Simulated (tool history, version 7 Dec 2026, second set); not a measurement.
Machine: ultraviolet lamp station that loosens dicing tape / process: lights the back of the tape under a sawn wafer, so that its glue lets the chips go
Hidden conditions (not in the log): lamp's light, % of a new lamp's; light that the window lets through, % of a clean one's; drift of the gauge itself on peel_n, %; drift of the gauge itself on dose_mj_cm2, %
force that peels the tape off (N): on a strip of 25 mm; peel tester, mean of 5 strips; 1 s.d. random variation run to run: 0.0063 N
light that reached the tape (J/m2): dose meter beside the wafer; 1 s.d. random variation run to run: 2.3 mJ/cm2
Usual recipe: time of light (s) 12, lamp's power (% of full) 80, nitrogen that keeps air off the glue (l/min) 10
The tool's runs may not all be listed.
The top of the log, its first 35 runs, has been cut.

run,hour,time of light (s),lamp's power (% of full),nitrogen that keeps air off the glue (l/min),hours of work of the lamp,hours of work since the window was cleaned,force that peels the tape off (N),light that reached the tape (J/m2)
36,1585.3,7,69,18,1133,314,0.771,1040
37,1630.2,24,80,9,1163,344,0.098,4190
38,1684.7,7,80,11,1200,381,0.724,1220
39,1724.4,7,80,11,1226,407,0.747,1220
40,1758,7,80,11,1249,430,0.707,1220
41,1787.7,12,83,10,1269,450,0.181,2170
42,1837.9,13,67,8,1302,483,0.292,1890
43,1869.3,13,74,8,1323,504,0.238,2110

Each row is a separate what-if for the run after 43, all from the same tool condition, not one after another. Results?
A,1925.3,12,65,10,1361,542,?,?
B,1925.3,10,88,8,1361,542,?,?
C,1925.3,13,77,8,1361,542,?,?

run,force that peels the tape off (N),light that reached the tape (J/m2)
A,0.32,1670
B,0.268,1970
C,0.213,2200
Without the tool's unlogged condition, the same runs would have read:
run,force that peels the tape off (N),light that reached the tape (J/m2)
A,0.317,1670
B,0.266,1970
C,0.211,2200
